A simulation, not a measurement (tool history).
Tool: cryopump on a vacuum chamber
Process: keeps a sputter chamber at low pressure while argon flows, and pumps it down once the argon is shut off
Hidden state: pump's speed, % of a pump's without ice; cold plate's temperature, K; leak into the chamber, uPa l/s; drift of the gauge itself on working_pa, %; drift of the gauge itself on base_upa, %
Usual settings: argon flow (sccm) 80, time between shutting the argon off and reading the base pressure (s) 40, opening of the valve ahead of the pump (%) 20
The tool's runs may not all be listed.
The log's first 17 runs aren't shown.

run	hour	argon flow (sccm)	time between shutting the argon off and reading the base pressure (s)	opening of the valve ahead of the pump (%)	hours of work since the pump was warmed up and emptied	hours of work since the cold head was overhauled	hours of work since the chamber's fittings were tightened	pressure while argon flows (Pa)	pressure after the wait (uPa)
18	1242.8	153	44	32	529	2541	1128	0.5889	1.61
19	1335.6	111	40	21	581	2593	1180	0.6302	1.73
20	1425	111	40	21	631	2643	1230	0.6403	1.81
# hour 1467.5: pump warmed up, emptied and cooled again
21	1520.7	156	89	20	30	2694	1281	0.8605	1.04
22	1610.6	80	64	20	80	2745	1332	0.4417	1.2
23	1703.8	64	100	49	133	2797	1384	0.1498	1.05
24	1794.9	80	48	51	184	2848	1435	0.1831	1.45
25	1864	80	48	51	222	2887	1474	0.1858	1.49
26	1947.9	39	119	16	270	2934	1521	0.275	1.08
27	2014.2	51	296	43	307	2971	1558	0.1426	0.93
28	2094.7	39	27	55	352	3016	1603	0.0871	2.22
29	2190.3	135	27	55	406	3070	1657	0.3143	2.28
30	2249.3	135	27	55	439	3103	1690	0.3139	2.25

4 ways to go on from here, each from the tool as it stands after run 30. What would each give?
A	2328.2	80	24	47	483	3147	1734	?	?
B	2328.2	80	40	16	483	3147	1734	?	?
C	2328.2	139	61	40	483	3147	1734	?	?
D	2328.2	75	258	19	483	3147	1734	?	?

run	pressure while argon flows (Pa)	pressure after the wait (uPa)
A	0.2187	2.51
B	0.5782	1.86
C	0.434	1.56
D	0.4604	1.14
Without the tool's hidden state the same runs would have given:
run	pressure while argon flows (Pa)	pressure after the wait (uPa)
A	0.1862	1.73
B	0.5459	1.1
C	0.3781	0.8
D	0.4301	0.36

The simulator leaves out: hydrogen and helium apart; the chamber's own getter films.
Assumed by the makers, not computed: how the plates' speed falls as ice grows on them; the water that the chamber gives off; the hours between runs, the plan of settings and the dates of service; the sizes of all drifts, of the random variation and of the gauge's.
